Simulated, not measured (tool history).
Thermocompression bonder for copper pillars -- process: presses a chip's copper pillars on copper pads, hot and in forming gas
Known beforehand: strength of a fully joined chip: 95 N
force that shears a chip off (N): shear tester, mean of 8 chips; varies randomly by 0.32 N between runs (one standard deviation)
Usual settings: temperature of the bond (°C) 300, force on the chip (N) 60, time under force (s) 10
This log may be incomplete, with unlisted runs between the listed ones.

| run | hour | temperature of the bond (°C) | force on the chip (N) | time under force (s) | force that shears a chip off (N) |
|---|---|---|---|---|---|
| 1 | 0.0 | 300 | 60 | 10 | 63.7 |
|  | 40.8 | heater calibrated with a thermocouple chip |
| 2 | 44.6 | 300 | 60 | 10 | 63.5 |
| 3 | 96.2 | 300 | 60 | 10 | 63.9 |
| 4 | 154.2 | 300 | 60 | 10 | 63.3 |
| 5 | 188.8 | 302 | 60 | 10 | 64.3 |
| 6 | 226.7 | 302 | 60 | 10 | 64.0 |
|  | 253.7 | forming gas filter changed |
| 7 | 282.9 | 300 | 66 | 10 | 67.9 |
| 8 | 349.4 | 300 | 66 | 10 | 68.1 |
| 9 | 390.0 | 300 | 60 | 10 | 63.6 |
| 10 | 440.5 | 300 | 60 | 10 | 62.7 |
| 11 | 511.3 | 300 | 60 | 10 | 63.4 |
|  | 544.8 | forming gas filter changed |
| 12 | 563.3 | 300 | 60 | 15 | 70.0 |
| 13 | 628.7 | 300 | 60 | 15 | 69.8 |
| 14 | 698.2 | 300 | 60 | 15 | 69.7 |
| 15 | 739.6 | 300 | 81 | 15 | 81.6 |
| 16 | 790.8 | 300 | 81 | 15 | 81.9 |
|  | 832.0 | heater calibrated with a thermocouple chip |
| 17 | 832.4 | 300 | 81 | 15 | 81.5 |
|  | 839.4 | forming gas filter changed |
| 18 | 865.9 | 300 | 61 | 10 | 64.6 |
| 19 | 911.2 | 300 | 60 | 10 | 63.0 |
| 20 | 963.9 | 282 | 78 | 30 | 83.5 |
| 21 | 1004.7 | 308 | 78 | 30 | 88.9 |
| 22 | 1075.8 | 315 | 60 | 10 | 68.1 |
|  | 1132.3 | forming gas filter changed |
| 23 | 1143.1 | 315 | 60 | 10 | 68.2 |
| 24 | 1182.9 | 315 | 60 | 10 | 67.8 |
| 25 | 1252.1 | 316 | 88 | 10 | 83.0 |
| 26 | 1322.5 | 316 | 88 | 10 | 83.6 |
| 27 | 1364.4 | 300 | 63 | 30 | 81.6 |
| 28 | 1399.3 | 300 | 60 | 7 | 56.4 |
|  | 1423.8 | forming gas filter changed |
| 29 | 1456.5 | 294 | 54 | 7 | 48.8 |
| 30 | 1492.4 | 294 | 54 | 7 | 48.7 |
| 31 | 1530.2 | 294 | 54 | 7 | 48.7 |
|  | 1597.9 | gauge calibrated |
| 32 | 1598.7 | 296 | 47 | 7 | 43.8 |
|  | 1623.4 | heater calibrated with a thermocouple chip |
| 33 | 1661.8 | 299 | 63 | 21 | 77.4 |
| 34 | 1697.0 | 292 | 50 | 5 | 40.0 |
|  | 1718.5 | forming gas filter changed |
| 35 | 1759.6 | 305 | 60 | 15 | 71.7 |
| 36 | 1817.3 | 275 | 60 | 15 | 59.9 |
| 37 | 1859.6 | 281 | 60 | 18 | 65.5 |
| 38 | 1915.4 | 281 | 60 | 18 | 65.7 |

5 options for the next run, each taken on its own from the tool as it stands now. Forecast them:
| A | 1944.9 | 282 | 76 | 14 | ? |
| B | 1944.9 | 326 | 60 | 28 | ? |
| C | 1944.9 | 292 | 41 | 5 | ? |
| D | 1944.9 | 278 | 42 | 12 | ? |
| E | 1944.9 | 281 | 87 | 8 | ? |

| run | force that shears a chip off (N) |
|---|---|
| A | 73.1 |
| B | 85.8 |
| C | 31.9 |
| D | 40.0 |
| E | 69.6 |
With the hidden condition removed and each run's random variation left untouched, the same runs would have given:
| run | force that shears a chip off (N) |
|---|---|
| A | 73.6 |
| B | 86.5 |
| C | 32.1 |
| D | 40.2 |
| E | 70.1 |

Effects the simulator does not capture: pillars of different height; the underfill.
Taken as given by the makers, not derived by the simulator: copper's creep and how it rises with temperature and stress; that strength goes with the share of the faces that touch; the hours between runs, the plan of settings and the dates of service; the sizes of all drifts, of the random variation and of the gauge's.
